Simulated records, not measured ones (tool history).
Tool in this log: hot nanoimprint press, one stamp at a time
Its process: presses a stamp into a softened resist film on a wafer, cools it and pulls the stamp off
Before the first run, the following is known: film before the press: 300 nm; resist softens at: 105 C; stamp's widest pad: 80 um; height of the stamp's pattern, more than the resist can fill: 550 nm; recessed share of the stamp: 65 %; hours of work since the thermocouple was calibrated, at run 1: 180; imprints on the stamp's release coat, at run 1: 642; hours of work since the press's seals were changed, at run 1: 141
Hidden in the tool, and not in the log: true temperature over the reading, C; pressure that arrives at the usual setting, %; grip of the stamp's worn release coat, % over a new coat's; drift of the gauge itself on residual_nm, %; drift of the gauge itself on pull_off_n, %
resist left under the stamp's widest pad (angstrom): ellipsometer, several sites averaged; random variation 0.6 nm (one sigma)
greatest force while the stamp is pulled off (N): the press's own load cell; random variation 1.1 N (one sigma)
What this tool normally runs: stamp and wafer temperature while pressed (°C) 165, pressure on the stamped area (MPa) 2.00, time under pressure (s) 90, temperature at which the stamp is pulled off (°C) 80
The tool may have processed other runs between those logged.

run    day  stamp and wafer temperature while pressed (°C)  pressure on the stamped area (MPa)  time under pressure (s)  temperature at which the stamp is pulled off (°C)  hours of work since the thermocouple was calibrated  imprints on the stamp's release coat  hours of work since the press's seals were changed  resist left under the stamp's widest pad (angstrom)  greatest force while the stamp is pulled off (N)
  1  0.000                                             165                                2.00                       90                                                 80                                                  180                                   642                                                 141                                                 1744                                               171
  2  0.512                                             165                                2.00                       90                                                 80                                                  186                                   667                                                 147                                                 1747                                               171
     1.396  -- stamp cleaned and given a new release coat
  3  1.517                                             165                                2.00                       90                                                 67                                                  194                                     6                                                 156                                                 1745                                               200
  4  1.962                                             165                                2.00                       90                                                 67                                                  200                                    27                                                 161                                                 1749                                               200
  5  2.717                                             165                                2.00                       90                                                 80                                                  209                                    65                                                 170                                                 1755                                               170
  6  3.346                                             165                                2.00                       90                                                 80                                                  216                                    95                                                 177                                                 1749                                               171
  7  3.688                                             165                                2.00                       51                                                 80                                                  220                                   112                                                 181                                                 2066                                               171
  8  4.329                                             165                                2.00                       51                                                 80                                                  227                                   144                                                 189                                                 2061                                               170
  9  4.975                                             165                                1.69                       90                                                 66                                                  235                                   175                                                 196                                                 1873                                               203
 10  5.462                                             165                                2.00                      103                                                 66                                                  241                                   199                                                 202                                                 1702                                               201

Run 11 is up next; what results do you expect?
 11  6.079                                             158                                2.00                      103                                                 66                                                  248                                   229                                                 209                                                    ?                                                 ?

resist left under the stamp's widest pad (angstrom): 2233
greatest force while the stamp is pulled off (N): 203
Take away the tool's hidden state, keep the run-to-run variation as it was, and the same run would have given resist left under the stamp's widest pad (angstrom) 2219, greatest force while the stamp is pulled off (N) 203.
